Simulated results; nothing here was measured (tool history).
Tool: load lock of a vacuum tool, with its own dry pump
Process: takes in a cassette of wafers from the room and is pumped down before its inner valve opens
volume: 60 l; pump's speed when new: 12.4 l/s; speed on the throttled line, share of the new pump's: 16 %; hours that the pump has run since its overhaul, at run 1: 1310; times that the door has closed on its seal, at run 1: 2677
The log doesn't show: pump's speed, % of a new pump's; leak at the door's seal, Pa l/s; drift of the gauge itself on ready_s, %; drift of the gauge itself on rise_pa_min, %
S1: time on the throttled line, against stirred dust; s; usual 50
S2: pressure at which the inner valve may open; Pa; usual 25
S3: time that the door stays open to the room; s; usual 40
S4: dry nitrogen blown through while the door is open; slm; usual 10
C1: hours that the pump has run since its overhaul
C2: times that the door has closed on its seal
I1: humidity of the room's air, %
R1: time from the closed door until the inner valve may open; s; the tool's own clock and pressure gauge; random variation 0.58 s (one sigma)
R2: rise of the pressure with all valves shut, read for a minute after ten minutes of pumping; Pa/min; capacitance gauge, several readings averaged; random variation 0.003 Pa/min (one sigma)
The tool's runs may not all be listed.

run	hour	S1	S2	S3	S4	C1	C2	I1	R1	R2
1	0.0	50	25	40	10	1310	2677	40.8	82.8	0.039
2	100.5	50	25	40	10	1410	2847	45.3	82.4	0.045
3	210.6	50	25	40	10	1520	3032	47.6	83.2	0.051
4	305.1	50	25	40	17	1615	3191	41.1	82.6	0.035
5	389.5	50	25	40	17	1699	3333	41.4	83.1	0.043
6	505.3	50	25	40	10	1815	3528	49.9	82.3	0.051
7	562.7	50	25	40	10	1872	3624	44.6	83.2	0.049
8	682.5	50	25	49	10	1992	3826	44.5	83.1	0.050
9	738.8	50	25	49	10	2048	3921	46.3	81.9	0.049
10	823.8	50	25	170	10	2133	4064	43.5	81.7	0.068
11	912.8	50	25	170	10	2222	4213	48.1	83.5	0.075
12	999.4	50	25	170	10	2309	4359	45.3	82.1	0.070
13	1073.4	50	25	170	10	2383	4484	41.5	83.1	0.068
14	1165.1	50	25	170	10	2475	4638	45.8	83.9	0.070
15	1220.4	50	25	40	7	2530	4731	47.7	82.9	0.065
16	1291.2	50	25	40	7	2601	4850	42.3	83.9	0.056
17	1359.1	50	25	40	7	2669	4965	44.7	83.3	0.052
18	1443.0	50	25	40	10	2753	5106	45.4	83.7	0.057
19	1565.6	50	36	40	10	2875	5312	45.9	81.2	0.056
20	1654.2	48	25	40	7	2964	5461	44.2	81.6	0.055
21	1717.2	28	26	134	10	3027	5567	46.4	64.7	0.071
22	1815.9	28	19	26	19	3125	5733	44.1	66.9	0.051
23	1878.9	50	25	115	29	3188	5839	46.9	84.0	0.055
24	2006.3	26	25	43	10	3316	6054	45.2	64.6	0.060
25	2129.9	67	25	40	10	3439	6262	44.1	97.5	0.058
26	2213.9	50	19	40	10	3523	6403	48.4	85.3	0.059
27	2272.8	50	19	40	10	3582	6502	44.8	85.9	0.062
28	2387.1	50	29	40	16	3697	6694	45.0	83.5	0.055
29	2488.6	50	25	136	10	3798	6865	47.7	83.3	0.080
30	2613.6	50	25	136	10	3923	7076	44.3	84.8	0.073
31	2674.6	59	25	64	9	3984	7178	42.7	92.8	0.067
32	2743.0	59	25	64	9	4053	7293	45.3	90.6	0.074
33	2833.8	59	25	64	9	4143	7446	48.3	91.0	0.073
34	2886.8	72	25	64	7	4196	7535	42.6	101.7	0.069
35	2963.3	35	39	28	33	4273	7664	41.3	69.5	0.048

Forecast each of these 4 alternatives for the next run:
A	3037.1	52	24	28	4	4347	7788	44.2	?	?
B	3037.1	74	37	28	33	4347	7788	47.0	?	?
C	3037.1	50	25	55	10	4347	7788	48.5	?	?
D	3037.1	50	29	59	10	4347	7788	49.3	?	?

run	R1	R2
A	85.4	0.069
B	101.0	0.053
C	83.6	0.072
D	83.9	0.075
Without the tool's hidden state the same runs would have given:
run	R1	R2
A	83.4	0.041
B	99.3	0.024
C	81.5	0.044
D	81.9	0.047
